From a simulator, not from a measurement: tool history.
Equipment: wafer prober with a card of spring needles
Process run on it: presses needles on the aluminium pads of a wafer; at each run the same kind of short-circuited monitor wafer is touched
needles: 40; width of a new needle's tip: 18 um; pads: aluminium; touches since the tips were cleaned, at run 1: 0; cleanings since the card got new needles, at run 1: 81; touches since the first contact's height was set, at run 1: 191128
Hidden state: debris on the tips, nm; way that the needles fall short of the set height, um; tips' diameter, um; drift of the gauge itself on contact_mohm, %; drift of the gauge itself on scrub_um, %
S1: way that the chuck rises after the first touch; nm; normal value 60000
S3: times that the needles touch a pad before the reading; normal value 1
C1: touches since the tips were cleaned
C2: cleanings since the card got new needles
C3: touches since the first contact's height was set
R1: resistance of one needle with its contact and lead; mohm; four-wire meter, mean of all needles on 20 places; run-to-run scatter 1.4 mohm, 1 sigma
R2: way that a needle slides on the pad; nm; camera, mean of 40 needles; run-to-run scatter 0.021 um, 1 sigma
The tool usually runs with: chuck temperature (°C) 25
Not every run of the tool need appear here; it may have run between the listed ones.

Run 1, hour 0.0: usual settings; C1 0; C2 81; C3 191128. Result: R1 128 mohm, R2 9420 nm.
At hour 16.7: tips cleaned on abrasive film.
At hour 30.1: tips cleaned on abrasive film.
At hour 37.0: height of the first contact set anew.
At hour 47.1: tips cleaned on abrasive film.
Run 2, hour 47.6: usual settings; C1 227; C2 84; C3 5020. Result: R1 130 mohm, R2 9680 nm.
At hour 61.0: tips cleaned on abrasive film.
At hour 77.7: tips cleaned on abrasive film.
Run 3, hour 80.6: usual settings; C1 1398; C2 86; C3 20796. Result: R1 146 mohm, R2 9650 nm.
At hour 94.0: tips cleaned on abrasive film.
At hour 110.7: tips cleaned on abrasive film.
At hour 127.4: tips cleaned on abrasive film.
Run 4, hour 136.6: usual settings but chuck temperature (°C) 28; C1 4445; C2 89; C3 47608. Result: R1 179 mohm, R2 9610 nm.
At hour 143.4: tips cleaned on abrasive film.
At hour 146.8: tips cleaned on abrasive film, once more.
At hour 163.5: tips cleaned on abrasive film.
At hour 176.9: tips cleaned on abrasive film.
At hour 190.3: tips cleaned on abrasive film.
At hour 207.0: tips cleaned on abrasive film.
Run 5, hour 218.7: usual settings but chuck temperature (°C) 28; C1 5664; C2 95; C3 86821. Result: R1 180 mohm, R2 9550 nm.
At hour 222.2: tips cleaned on abrasive film.
At hour 238.9: tips cleaned on abrasive film.
At hour 255.6: tips cleaned on abrasive film.
Run 6, hour 267.9: usual settings; C1 5933; C2 98; C3 110317. Result: R1 188 mohm, R2 9500 nm.
At hour 271.3: tips cleaned on abrasive film.
At hour 288.0: tips cleaned on abrasive film.
At hour 304.7: tips cleaned on abrasive film.
At hour 321.4: tips cleaned on abrasive film.
Run 7, hour 332.7: usual settings; C1 5415; C2 102; C3 141278. Result: R1 185 mohm, R2 9500 nm.
At hour 336.1: tips cleaned on abrasive film.
At hour 349.5: tips cleaned on abrasive film.
At hour 366.2: tips cleaned on abrasive film.
Run 8, hour 367.4: usual settings; C1 573; C2 105; C3 157828. Result: R1 139 mohm, R2 9430 nm.
At hour 380.8: tips cleaned on abrasive film.
At hour 397.5: tips cleaned on abrasive film.
At hour 410.9: tips cleaned on abrasive film.
Run 9, hour 423.7: usual settings; C1 6182; C2 108; C3 184779. Result: R1 190 mohm, R2 9400 nm.
At hour 427.1: tips cleaned on abrasive film.
At hour 443.8: tips cleaned on abrasive film.
At hour 460.5: tips cleaned on abrasive film.
At hour 473.9: tips cleaned on abrasive film.
At hour 474.2: height of the first contact set anew.
At hour 490.9: tips cleaned on abrasive film.
Run 10, hour 500.8: usual settings but S3 2; C1 4771; C2 113; C3 12759. Result: R1 154 mohm, R2 9640 nm.
At hour 507.6: tips cleaned on abrasive film.
At hour 524.3: tips cleaned on abrasive film.
At hour 537.7: tips cleaned on abrasive film.
At hour 554.4: tips cleaned on abrasive film.
At hour 571.1: tips cleaned on abrasive film.
Run 11, hour 576.1: usual settings but S3 2; C1 2395; C2 118; C3 48704. Result: R1 145 mohm, R2 9620 nm.
At hour 586.1: tips cleaned on abrasive film.
At hour 602.8: tips cleaned on abrasive film.
At hour 619.5: tips cleaned on abrasive film.
Run 12, hour 625.4: usual settings but S3 2; C1 2822; C2 121; C3 72296. Result: R1 150 mohm, R2 9560 nm.
At hour 635.5: tips cleaned on abrasive film.
At hour 652.2: tips cleaned on abrasive film.
At hour 668.9: tips cleaned on abrasive film.
Run 13, hour 680.1: usual settings but S3 2; C1 5377; C2 124; C3 98442. Result: R1 162 mohm, R2 9540 nm.
At hour 683.5: tips cleaned on abrasive film.
At hour 700.2: tips cleaned on abrasive film.
At hour 713.6: tips cleaned on abrasive film.
At hour 730.3: tips cleaned on abrasive film.
At hour 747.0: tips cleaned on abrasive film.
Run 14, hour 756.3: usual settings but S3 2; C1 4496; C2 129; C3 134891. Result: R1 157 mohm, R2 9470 nm.
At hour 763.1: tips cleaned on abrasive film.
At hour 779.8: tips cleaned on abrasive film.
At hour 793.6: tips cleaned on abrasive film.
Run 15, hour 793.6: usual settings but S1 78000 nm; C1 0; C2 132; C3 152682. Result: R1 117 mohm, R2 12350 nm.
At hour 810.3: tips cleaned on abrasive film.
At hour 823.7: tips cleaned on abrasive film.
At hour 840.4: tips cleaned on abrasive film.
Run 16, hour 841.3: usual settings but chuck temperature (°C) 109, S3 2; C1 433; C2 135; C3 175463. Result: R1 141 mohm, R2 9420 nm.
At hour 854.7: tips cleaned on abrasive film.
At hour 871.4: tips cleaned on abrasive film.
At hour 884.8: tips cleaned on abrasive film.
At hour 898.2: tips cleaned on abrasive film.
At hour 908.4: height of the first contact set anew.
At hour 915.2: tips cleaned on abrasive film.
Run 17, hour 922.8: usual settings but S1 59000 nm, chuck temperature (°C) 42, S3 2; C1 3677; C2 140; C3 6872. Result: R1 155 mohm, R2 9500 nm.
At hour 929.6: tips cleaned on abrasive film.
At hour 946.3: tips cleaned on abrasive film.
At hour 963.0: tips cleaned on abrasive film.
At hour 979.7: tips cleaned on abrasive film.
At hour 996.4: tips cleaned on abrasive film.
Run 18, hour 999.5: usual settings but S1 59000 nm, chuck temperature (°C) 42, S3 2; C1 1505; C2 145; C3 43505. Result: R1 145 mohm, R2 9440 nm.
At hour 1012.9: tips cleaned on abrasive film.
At hour 1026.3: tips cleaned on abrasive film.
At hour 1043.0: tips cleaned on abrasive film.
At hour 1059.7: tips cleaned on abrasive film.
Run 19, hour 1061.6: usual settings but S1 59000 nm, chuck temperature (°C) 104; C1 914; C2 149; C3 73175. Result: R1 159 mohm, R2 9410 nm.
At hour 1075.0: tips cleaned on abrasive film.
At hour 1091.7: tips cleaned on abrasive film.
At hour 1108.4: tips cleaned on abrasive film.
At hour 1121.8: tips cleaned on abrasive film.
Run 20, hour 1133.9: usual settings but S1 59000 nm, chuck temperature (°C) 104, S3 2; C1 5816; C2 153; C3 107748. Result: R1 172 mohm, R2 9340 nm.
At hour 1137.3: tips cleaned on abrasive film.
At hour 1150.7: tips cleaned on abrasive film.
At hour 1167.4: tips cleaned on abrasive film.
At hour 1180.8: tips cleaned on abrasive film.
At hour 1197.5: tips cleaned on abrasive film.
Run 21, hour 1205.1: usual settings but S1 76000 nm, chuck temperature (°C) 92; C1 3677; C2 158; C3 141779. Result: R1 163 mohm, R2 12020 nm.
At hour 1211.9: tips cleaned on abrasive film.
At hour 1225.2: tips cleaned on abrasive film.
At hour 1242.0: tips cleaned on abrasive film.
Run 22, hour 1244.3: usual settings but S1 42000 nm; C1 1113; C2 161; C3 160467. Result: R1 192 mohm, R2 6540 nm.
At hour 1257.7: tips cleaned on abrasive film.
At hour 1271.0: tips cleaned on abrasive film.
At hour 1285.5: tips cleaned on abrasive film.
Run 23, hour 1285.5: usual settings but S1 42000 nm; C1 0; C2 164; C3 180157. Result: R1 137 mohm, R2 6520 nm.
At hour 1302.2: tips cleaned on abrasive film.
At hour 1318.9: tips cleaned on abrasive film.
At hour 1335.6: tips cleaned on abrasive film.
At hour 1342.6: height of the first contact set anew.
At hour 1350.2: tips cleaned on abrasive film.
Run 24, hour 1350.2: usual settings but S3 2; C1 0; C2 168; C3 3633. Result: R1 123 mohm, R2 9670 nm.
At hour 1363.6: tips cleaned on abrasive film.
At hour 1380.3: tips cleaned on abrasive film.
At hour 1393.7: tips cleaned on abrasive film.
Run 25, hour 1397.3: usual settings but S1 44000 nm; C1 1721; C2 171; C3 26126. Result: R1 191 mohm, R2 7040 nm.

Consider 5 possible next runs. They are alternatives, not a sequence: every one starts from the tool as it was left by run 25. What does each give?
At hour 1407.3: tips cleaned on abrasive film.
At hour 1420.7: tips cleaned on abrasive film.
At hour 1437.4: tips cleaned on abrasive film.
At hour 1454.1: tips cleaned on abrasive film.
Run A, hour 1455.7: usual settings but S1 70000 nm, S3 2; C1 726; C2 175; C3 54005. Result: R1 ?, R2 ?.
At hour 1407.3: tips cleaned on abrasive film.
At hour 1420.7: tips cleaned on abrasive film.
At hour 1437.4: tips cleaned on abrasive film.
At hour 1454.1: tips cleaned on abrasive film.
Run B, hour 1455.7: usual settings but S1 74000 nm; C1 726; C2 175; C3 54005. Result: R1 ?, R2 ?.
At hour 1407.3: tips cleaned on abrasive film.
At hour 1420.7: tips cleaned on abrasive film.
At hour 1437.4: tips cleaned on abrasive film.
At hour 1454.1: tips cleaned on abrasive film.
Run C, hour 1455.7: usual settings but S1 44000 nm, chuck temperature (°C) 77; C1 726; C2 175; C3 54005. Result: R1 ?, R2 ?.
At hour 1407.3: tips cleaned on abrasive film.
At hour 1420.7: tips cleaned on abrasive film.
At hour 1437.4: tips cleaned on abrasive film.
At hour 1454.1: tips cleaned on abrasive film.
Run D, hour 1455.7: usual settings but S3 2; C1 726; C2 175; C3 54005. Result: R1 ?, R2 ?.
At hour 1407.3: tips cleaned on abrasive film.
At hour 1420.7: tips cleaned on abrasive film.
At hour 1437.4: tips cleaned on abrasive film.
At hour 1454.1: tips cleaned on abrasive film.
Run E, hour 1455.7: usual settings but S1 53000 nm; C1 726; C2 175; C3 54005. Result: R1 ?, R2 ?.

run   R1     R2
  A  130  11180
  B  134  11850
  C  172   7000
  D  136   9600
  E  151   8450
Stripped of hidden state, with their random variation kept, the same runs would have yielded:
run   R1     R2
  A  116  11270
  B  115  11930
  C  128   7090
  D  118   9690
  E  117   8530

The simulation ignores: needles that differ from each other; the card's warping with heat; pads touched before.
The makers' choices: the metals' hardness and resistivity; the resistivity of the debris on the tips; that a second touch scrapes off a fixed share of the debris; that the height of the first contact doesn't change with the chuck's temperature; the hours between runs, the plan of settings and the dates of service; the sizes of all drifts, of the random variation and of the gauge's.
